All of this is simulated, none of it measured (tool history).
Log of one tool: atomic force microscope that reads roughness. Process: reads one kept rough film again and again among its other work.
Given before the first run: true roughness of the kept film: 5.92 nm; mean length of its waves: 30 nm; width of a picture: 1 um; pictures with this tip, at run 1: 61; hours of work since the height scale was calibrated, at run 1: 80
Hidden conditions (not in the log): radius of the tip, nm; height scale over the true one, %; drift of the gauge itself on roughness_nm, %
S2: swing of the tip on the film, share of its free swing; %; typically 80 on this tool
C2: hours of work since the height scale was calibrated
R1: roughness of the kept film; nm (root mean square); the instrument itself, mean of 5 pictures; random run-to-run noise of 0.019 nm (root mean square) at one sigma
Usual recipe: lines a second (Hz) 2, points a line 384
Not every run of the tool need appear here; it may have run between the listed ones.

run 1 hour=0 | lines_a_second_(Hz)=2 S2=80 points_a_line=384 | pictures_with_this_tip=61 C2=80 | R1=4.688
run 2 hour=24.5 | lines_a_second_(Hz)=2 S2=80 points_a_line=606 | pictures_with_this_tip=114 C2=96 | R1=4.724
run 3 hour=42.7 | lines_a_second_(Hz)=2 S2=80 points_a_line=606 | pictures_with_this_tip=153 C2=107 | R1=4.722
run 4 hour=59.8 | lines_a_second_(Hz)=2 S2=80 points_a_line=606 | pictures_with_this_tip=191 C2=118 | R1=4.699
run 5 hour=79.1 | lines_a_second_(Hz)=2 S2=80 points_a_line=606 | pictures_with_this_tip=232 C2=131 | R1=4.68
-- hour=85.4 new tip fitted
run 6 hour=96.9 | lines_a_second_(Hz)=0.62 S2=80 points_a_line=384 | pictures_with_this_tip=25 C2=142 | R1=5.032
run 7 hour=112.7 | lines_a_second_(Hz)=0.62 S2=80 points_a_line=384 | pictures_with_this_tip=59 C2=152 | R1=5.061
run 8 hour=123.7 | lines_a_second_(Hz)=0.62 S2=80 points_a_line=384 | pictures_with_this_tip=83 C2=159 | R1=5.025
run 9 hour=147.7 | lines_a_second_(Hz)=2.42 S2=76 points_a_line=384 | pictures_with_this_tip=134 C2=174 | R1=4.686
run 10 hour=168.4 | lines_a_second_(Hz)=2 S2=69 points_a_line=258 | pictures_with_this_tip=179 C2=188 | R1=4.882
run 11 hour=179.1 | lines_a_second_(Hz)=0.83 S2=70 points_a_line=384 | pictures_with_this_tip=202 C2=194 | R1=5.046
run 12 hour=196.4 | lines_a_second_(Hz)=0.83 S2=70 points_a_line=384 | pictures_with_this_tip=240 C2=206 | R1=5.058
-- hour=198.4 new tip fitted
run 13 hour=217.7 | lines_a_second_(Hz)=2 S2=70 points_a_line=384 | pictures_with_this_tip=42 C2=219 | R1=4.896
run 14 hour=233.6 | lines_a_second_(Hz)=2 S2=70 points_a_line=384 | pictures_with_this_tip=76 C2=229 | R1=4.892

Selected run-to-run steps in R1, each split into two signed amounts: the part the tool would show with no hidden state at all (from settings, incoming material and random variation), and the remainder, which goes to the hidden state together with any gauge scatter not common to the measured and the hidden-state-free results:
Run 5 -> 6: lines a second (Hz) 2 -> 0.62, points a line 606 -> 384, new tip fitted. R1 +0.352 nm (root mean square): hidden state +0.013, all else +0.339.
Run 12 -> 13: lines a second (Hz) 0.83 -> 2, new tip fitted. R1 -0.162 nm (root mean square): hidden state +0.016, all else -0.178.
